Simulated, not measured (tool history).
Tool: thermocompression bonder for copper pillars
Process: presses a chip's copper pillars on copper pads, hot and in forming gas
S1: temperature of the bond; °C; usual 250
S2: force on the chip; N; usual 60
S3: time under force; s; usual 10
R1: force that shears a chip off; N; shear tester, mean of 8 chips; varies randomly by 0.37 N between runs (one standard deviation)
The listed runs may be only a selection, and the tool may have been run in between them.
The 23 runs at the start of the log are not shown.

run 24 hour=454.7 | S1=257 S2=61 S3=18 | R1=48.1
run 25 hour=471.5 | S1=229 S2=61 S3=22 | R1=33.3
run 26 hour=485.5 | S1=229 S2=61 S3=22 | R1=33.9
run 27 hour=507.8 | S1=229 S2=84 S3=29 | R1=46.6
run 28 hour=528.1 | S1=249 S2=82 S3=10 | R1=42.8
run 29 hour=547.4 | S1=264 S2=69 S3=17 | R1=55.2
run 30 hour=560.6 | S1=243 S2=51 S3=23 | R1=37.9
run 31 hour=587.1 | S1=264 S2=41 S3=9 | R1=31
-- hour=601.5 forming gas filter changed
run 32 hour=602.9 | S1=264 S2=41 S3=9 | R1=32.8

Predict each of these 3 candidate next runs independently; none follows another, all start after run 32:
run A hour=625.4 | S1=224 S2=41 S3=20 | R1=?
run B hour=625.4 | S1=264 S2=60 S3=12 | R1=?
run C hour=625.4 | S1=254 S2=41 S3=9 | R1=?

run=A R1=22
run=B R1=48.7
run=C R1=27.6
Stripped of hidden state, with their random variation kept, the same runs would have yielded:
run=A R1=19.8
run=B R1=45.4
run=C R1=25.2
